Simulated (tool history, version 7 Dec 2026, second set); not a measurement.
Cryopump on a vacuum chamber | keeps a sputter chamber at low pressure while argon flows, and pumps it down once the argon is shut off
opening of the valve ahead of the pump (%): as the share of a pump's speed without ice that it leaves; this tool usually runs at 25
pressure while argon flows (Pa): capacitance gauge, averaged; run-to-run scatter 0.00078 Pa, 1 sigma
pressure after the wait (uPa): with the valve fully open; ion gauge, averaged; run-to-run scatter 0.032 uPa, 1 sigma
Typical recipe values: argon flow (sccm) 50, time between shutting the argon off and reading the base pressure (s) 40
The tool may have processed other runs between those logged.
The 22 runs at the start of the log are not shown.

run    hour  argon flow (sccm)  time between shutting the argon off and reading the base pressure (s)  opening of the valve ahead of the pump (%)  pressure while argon flows (Pa)  pressure after the wait (uPa)
     1885.4  -- pump warmed up, emptied and cooled again
 23  1911.2                 62                                                                     24                                          25                           0.1897                           3.78
 24  2022.5                 48                                                                    109                                          33                           0.1124                           1.86
 25  2091.3                 29                                                                     48                                          39                           0.0579                           2.73
 26  2186.9                 53                                                                     37                                          43                           0.0969                           3.14
 27  2238.9                 28                                                                     40                                          46                            0.047                           2.86
 28  2352.8                 28                                                                     40                                          46                           0.0481                           3.08
 29  2454.7                 28                                                                     40                                          46                           0.0499                           3.14
 30    2503                 28                                                                     40                                          46                            0.051                           3.17
 31  2559.2                 25                                                                     24                                          32                           0.0628                            4.3

Predict each of these 5 candidate next runs independently; none follows another, all start after run 31:
  A  2642.2                 34                                                                    203                                          32                                ?                              ?
  B  2642.2                 50                                                                    266                                          25                                ?                              ?
  C  2642.2                 64                                                                    116                                          32                                ?                              ?
  D  2642.2                 45                                                                     24                                          42                                ?                              ?
  E  2642.2                 36                                                                     31                                          48                                ?                              ?

run  pressure while argon flows (Pa)  pressure after the wait (uPa)
  A                           0.0862                            2.1
  B                           0.1607                           1.97
  C                           0.1628                           2.33
  D                           0.0895                            4.4
  E                           0.0636                           3.95
Stripped of hidden state, with their random variation kept, the same runs would have yielded:
run  pressure while argon flows (Pa)  pressure after the wait (uPa)
  A                           0.0798                           0.44
  B                           0.1512                           0.33
  C                           0.1507                           0.67
  D                           0.0809                            2.7
  E                           0.0567                            2.2
